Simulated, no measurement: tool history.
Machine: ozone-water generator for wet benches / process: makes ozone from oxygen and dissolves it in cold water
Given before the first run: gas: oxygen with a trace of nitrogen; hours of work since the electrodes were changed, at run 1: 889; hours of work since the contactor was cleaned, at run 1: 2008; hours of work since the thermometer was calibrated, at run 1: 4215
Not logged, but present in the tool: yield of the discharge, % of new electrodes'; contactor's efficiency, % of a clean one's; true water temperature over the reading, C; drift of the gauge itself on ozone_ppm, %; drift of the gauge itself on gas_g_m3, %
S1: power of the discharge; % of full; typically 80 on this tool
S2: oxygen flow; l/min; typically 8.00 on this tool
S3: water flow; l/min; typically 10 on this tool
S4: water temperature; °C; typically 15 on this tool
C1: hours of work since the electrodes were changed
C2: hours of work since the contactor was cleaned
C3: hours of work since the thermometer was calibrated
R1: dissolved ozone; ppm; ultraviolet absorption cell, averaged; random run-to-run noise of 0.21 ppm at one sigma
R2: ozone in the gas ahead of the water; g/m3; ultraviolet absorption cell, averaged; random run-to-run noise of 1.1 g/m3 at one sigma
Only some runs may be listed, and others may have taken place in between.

| run | day | S1 | S2 | S3 | S4 | C1 | C2 | C3 | R1 | R2 |
|---|---|---|---|---|---|---|---|---|---|---|
| 1 | 0.000 | 80 | 8.00 | 10 | 15 | 889 | 2008 | 4215 | 31.1 | 195.5 |
| 2 | 1.479 | 80 | 11.31 | 10 | 15 | 923 | 2042 | 4250 | 28.9 | 163.3 |
| 3 | 3.812 | 80 | 11.31 | 10 | 15 | 977 | 2096 | 4304 | 29.0 | 164.4 |
| 4 | 5.325 | 80 | 11.31 | 10 | 15 | 1012 | 2131 | 4339 | 28.9 | 164.6 |
| 5 | 7.171 | 80 | 8.00 | 10 | 12 | 1055 | 2174 | 4382 | 33.6 | 195.3 |
| 6 | 8.904 | 80 | 8.00 | 10 | 12 | 1095 | 2214 | 4422 | 33.0 | 195.5 |
| 7 | 10.112 | 80 | 8.00 | 10 | 12 | 1123 | 2242 | 4450 | 33.1 | 195.5 |
| 8 | 12.171 | 80 | 5.92 | 10 | 15 | 1171 | 2290 | 4498 | 32.7 | 227.7 |
| 9 | 14.308 | 80 | 5.92 | 14 | 15 | 1221 | 2340 | 4547 | 26.4 | 226.6 |
| 10 | 15.788 | 80 | 5.92 | 7 | 15 | 1255 | 2374 | 4582 | 40.1 | 225.0 |
| 11 | 17.479 | 80 | 5.92 | 7 | 15 | 1294 | 2413 | 4621 | 40.2 | 224.8 |
| 12 | 18.588 | 80 | 8.00 | 10 | 15 | 1320 | 2439 | 4647 | 31.6 | 193.0 |
| 13 | 20.154 | 80 | 8.00 | 10 | 15 | 1356 | 2475 | 4683 | 31.1 | 194.2 |
| 14 | 21.954 | 80 | 7.16 | 10 | 15 | 1398 | 2517 | 4725 | 32.0 | 205.1 |
| 15 | 23.954 | 80 | 7.16 | 9 | 15 | 1445 | 2563 | 4771 | 33.7 | 204.3 |
| 16 | 26.142 | 80 | 7.16 | 9 | 15 | 1495 | 2614 | 4822 | 33.5 | 205.8 |
| 17 | 27.446 | 71 | 4.65 | 6 | 20 | 1525 | 2644 | 4852 | 36.1 | 227.1 |
| 18 | 28.450 | 71 | 4.65 | 6 | 20 | 1549 | 2668 | 4875 | 35.9 | 225.9 |
| 19 | 30.758 | 80 | 8.00 | 8 | 15 | 1602 | 2721 | 4929 | 34.8 | 192.6 |
|  | 31.521 | water thermometer calibrated |
| 20 | 31.908 | 80 | 8.00 | 8 | 15 | 1629 | 2747 | 9 | 34.5 | 193.0 |
| 21 | 33.817 | 80 | 8.00 | 8 | 15 | 1673 | 2792 | 53 | 35.4 | 194.7 |
| 22 | 35.767 | 80 | 8.00 | 8 | 15 | 1718 | 2837 | 99 | 34.9 | 192.4 |
| 23 | 37.925 | 80 | 8.00 | 8 | 7 | 1768 | 2887 | 149 | 42.1 | 192.6 |
| 24 | 39.254 | 80 | 12.02 | 8 | 15 | 1799 | 2918 | 179 | 31.5 | 157.7 |
| 25 | 41.633 | 74 | 8.77 | 15 | 7 | 1854 | 2973 | 235 | 26.2 | 172.5 |
| 26 | 43.204 | 74 | 8.77 | 15 | 7 | 1891 | 3010 | 271 | 26.3 | 170.7 |
| 27 | 44.871 | 74 | 8.77 | 15 | 7 | 1929 | 3048 | 310 | 26.1 | 171.1 |
| 28 | 46.050 | 80 | 6.13 | 8 | 15 | 1957 | 3076 | 337 | 36.9 | 217.8 |
| 29 | 47.396 | 80 | 6.13 | 8 | 13 | 1988 | 3107 | 368 | 38.7 | 219.5 |
| 30 | 49.262 | 43 | 8.00 | 11 | 15 | 2031 | 3150 | 412 | 16.7 | 108.0 |
| 31 | 51.179 | 43 | 8.00 | 9 | 15 | 2076 | 3195 | 456 | 18.5 | 108.6 |
| 32 | 52.529 | 66 | 5.53 | 9 | 19 | 2107 | 3226 | 487 | 26.8 | 191.7 |

How the hidden state differs across the entries between the runs, from the last listed run before each to the first after it:
Run 19 -> run 20: water thermometer calibrated (day 31.521)
  drift of the gauge itself on gas_g_m3, %: -1.3 -> -1.35
  measured less the result without the state, R2: -2.7 -> -2.7 g/m3
